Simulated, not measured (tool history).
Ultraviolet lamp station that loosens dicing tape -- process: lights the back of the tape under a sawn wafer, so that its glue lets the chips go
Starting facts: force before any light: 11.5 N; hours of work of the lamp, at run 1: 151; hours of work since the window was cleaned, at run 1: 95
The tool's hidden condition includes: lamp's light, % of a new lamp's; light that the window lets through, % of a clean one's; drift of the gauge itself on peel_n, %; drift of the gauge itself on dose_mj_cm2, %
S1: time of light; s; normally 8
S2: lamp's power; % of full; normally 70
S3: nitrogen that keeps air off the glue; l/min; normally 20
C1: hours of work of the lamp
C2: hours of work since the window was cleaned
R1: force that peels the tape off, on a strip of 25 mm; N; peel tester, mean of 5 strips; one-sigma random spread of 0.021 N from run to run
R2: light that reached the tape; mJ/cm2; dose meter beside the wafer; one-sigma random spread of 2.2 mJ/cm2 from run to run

run	hour	S1	S2	S3	C1	C2	R1	R2
1	0.0	8	70	20	151	95	1.002	172
2	19.5	8	70	20	159	103	0.971	175
3	48.5	8	70	20	172	116	1.009	175
4	66.6	8	80	20	180	124	0.766	202
5	91.5	8	80	20	191	135	0.770	202
6	128.5	8	80	20	207	151	0.753	198
7	152.7	8	80	20	218	162	0.749	198
8	189.5	5	70	20	234	178	2.402	114
9	220.1	10	70	20	247	192	0.619	219
10	249.3	10	70	20	260	205	0.621	217
11	280.2	10	70	20	274	218	0.625	221
12	315.6	8	70	20	290	234	1.024	178
13	346.6	8	70	20	303	247	0.993	176
14	369.7	8	70	20	313	258	0.998	178
15	394.2	8	70	20	324	268	0.986	176
16	415.4	8	70	20	333	278	1.040	178
17	438.1	8	70	20	343	288	1.002	176
18	475.7	8	70	20	360	304	0.999	175
19	491.3	8	70	20	367	311	1.039	175
# hour 496.0: window cleaned of glue's vapour
20	519.1	8	70	19	379	10	1.050	178
21	543.7	8	70	19	390	21	1.042	172
22	560.3	8	70	20	397	28	0.993	178

Expected results for the next run?
23	597.3	8	70	7	413	45	?	?

R1: 1.977 N
R2: 177 mJ/cm2
With the hidden condition absent and the run-to-run variation left alone, this run would have shown R1 1.972 N, R2 178 mJ/cm2.
